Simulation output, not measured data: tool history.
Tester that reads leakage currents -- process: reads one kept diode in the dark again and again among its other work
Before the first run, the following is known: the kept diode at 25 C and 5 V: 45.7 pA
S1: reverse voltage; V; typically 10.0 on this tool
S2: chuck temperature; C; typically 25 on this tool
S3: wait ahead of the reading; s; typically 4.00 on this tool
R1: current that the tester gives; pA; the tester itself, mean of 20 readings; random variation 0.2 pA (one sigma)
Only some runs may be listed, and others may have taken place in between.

run     day    S1  S2    S3       R1
  1   0.000  10.0  25  4.00    62.24
  2   1.183  10.0  25  4.00    62.22
  3   2.379  10.0  25  4.00    62.31
  4   3.325  10.0  25  4.00    62.34
  5   4.679  10.0  25  4.00    62.29
  6   6.521  10.0  25  4.00    62.27
  7   7.362  10.0  25  4.00    62.40
  8   8.212  10.0  25  4.00    62.13
  9   9.892  10.0  27  4.00    74.20
 10  11.612  10.0  27  4.00    73.66
 11  13.300  10.0  27  4.00    74.19
 12  14.392  10.0  27  4.00    73.84
 13  15.650  10.0  27  4.00    73.57
 14  17.588  10.0  27  4.00    73.43
 15  19.225  10.0  25  0.69    63.30
 16  20.546  10.0  25  0.69    63.20
 17  22.483  10.0  25  0.69    63.20
 18  23.467  10.0  43  0.69   284.86
 19  25.162  10.0  43  0.69   282.70
 20  26.692   1.6  25  4.00    25.84
     26.929  -- chuck's temperature calibrated
 21  28.675  10.2  25  4.00    59.87
 22  29.946   1.2  29  4.00    31.27
 23  31.358   1.6  29  6.24    35.55
 24  32.508  14.9  59  3.35  1114.43
 25  33.612   9.0  41  3.35   219.33
 26  34.725   2.0  49  3.35   207.35
 27  35.721   5.5  28  2.32    57.72
     36.854  -- chuck's temperature calibrated, once more
 28  37.183   5.5  28  2.32    63.11
 29  38.217   1.8  28  0.32    38.19
 30  39.108   1.5  46  3.77   154.85
 31  40.775  10.0  25  1.94    64.75
 32  42.271   5.1  25  3.42    46.67
 33  44.150   1.2  50  4.80   190.77
 34  45.871   1.2  55  0.98   279.16
 35  46.733   1.2  55  0.98   278.99
 36  48.508   1.2  55  0.98   279.29
 37  49.346  10.0  26  0.78    71.13
 38  50.183  11.7  28  0.80    90.84
 39  51.862   1.9  30  9.41    45.25
 40  53.100   5.5  24  1.23    44.14

Below are 3 alternative next runs, each starting from the tool's condition after run 40. Predict each:
  A  54.538   5.5  49  1.23   ?
  B  54.538  14.5  25  7.93   ?
  C  54.538   2.6  32  4.00   ?

run      R1
  A  353.02
  B   76.47
  C   62.34
Had the tool no hidden state, the same runs would have come out as:
run      R1
  A  361.14
  B   75.21
  C   63.51
